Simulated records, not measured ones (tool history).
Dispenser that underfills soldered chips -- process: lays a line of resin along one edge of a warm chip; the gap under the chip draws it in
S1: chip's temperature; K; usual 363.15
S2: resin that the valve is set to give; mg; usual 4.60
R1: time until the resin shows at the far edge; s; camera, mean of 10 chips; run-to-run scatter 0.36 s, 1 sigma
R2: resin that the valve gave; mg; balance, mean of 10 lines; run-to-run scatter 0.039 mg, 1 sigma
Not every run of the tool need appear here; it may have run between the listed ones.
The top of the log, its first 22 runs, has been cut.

| run | hour | S1 | S2 | R1 | R2 |
|---|---|---|---|---|---|
| 23 | 106.6 | 371.15 | 4.65 | 22.3 | 4.42 |
|  | 111.4 | new syringe of resin |
| 24 | 112.8 | 363.15 | 4.81 | 23.1 | 4.53 |
| 25 | 117.4 | 350.15 | 4.08 | 46.9 | 3.84 |
|  | 120.9 | new syringe of resin |
| 26 | 123.6 | 350.15 | 4.12 | 36.5 | 3.92 |
| 27 | 129.1 | 363.15 | 4.32 | 35.6 | 4.09 |
|  | 130.5 | new syringe of resin |
| 28 | 135.6 | 369.15 | 4.60 | 24.7 | 4.31 |
| 29 | 138.8 | 353.15 | 4.63 | 48.1 | 4.32 |
|  | 140.0 | new syringe of resin |
| 30 | 141.8 | 376.15 | 5.42 | 16.0 | 5.01 |
| 31 | 145.3 | 354.15 | 5.26 | 37.4 | 4.90 |
|  | 149.8 | new syringe of resin |
| 32 | 151.3 | 367.15 | 4.01 | 23.0 | 3.67 |
| 33 | 155.2 | 367.15 | 4.01 | 28.5 | 3.67 |
|  | 159.3 | new syringe of resin |
| 34 | 160.6 | 352.15 | 5.10 | 30.9 | 4.65 |
|  | 162.6 | dispensing valve cleaned and set on the balance |
| 35 | 164.4 | 371.15 | 4.21 | 22.1 | 4.21 |

Branching from run 35: 5 alternative next runs. What would each branch give?
|  | 169.8 | new syringe of resin |
| A | 170.2 | 362.15 | 4.69 | ? | ? |
|  | 169.8 | new syringe of resin |
| B | 170.2 | 359.15 | 5.75 | ? | ? |
|  | 169.8 | new syringe of resin |
| C | 170.2 | 353.15 | 4.56 | ? | ? |
|  | 169.8 | new syringe of resin |
| D | 170.2 | 363.15 | 4.20 | ? | ? |
|  | 169.8 | new syringe of resin |
| E | 170.2 | 350.15 | 5.41 | ? | ? |

| run | R1 | R2 |
|---|---|---|
| A | 22.2 | 4.67 |
| B | 23.4 | 5.72 |
| C | 28.9 | 4.53 |
| D | 22.4 | 4.18 |
| E | 30.4 | 5.41 |
What these runs would have given with no unlogged condition in the tool:
| run | R1 | R2 |
|---|---|---|
| A | 21.2 | 4.70 |
| B | 22.2 | 5.75 |
| C | 27.5 | 4.56 |
| D | 21.3 | 4.20 |
| E | 28.9 | 5.44 |

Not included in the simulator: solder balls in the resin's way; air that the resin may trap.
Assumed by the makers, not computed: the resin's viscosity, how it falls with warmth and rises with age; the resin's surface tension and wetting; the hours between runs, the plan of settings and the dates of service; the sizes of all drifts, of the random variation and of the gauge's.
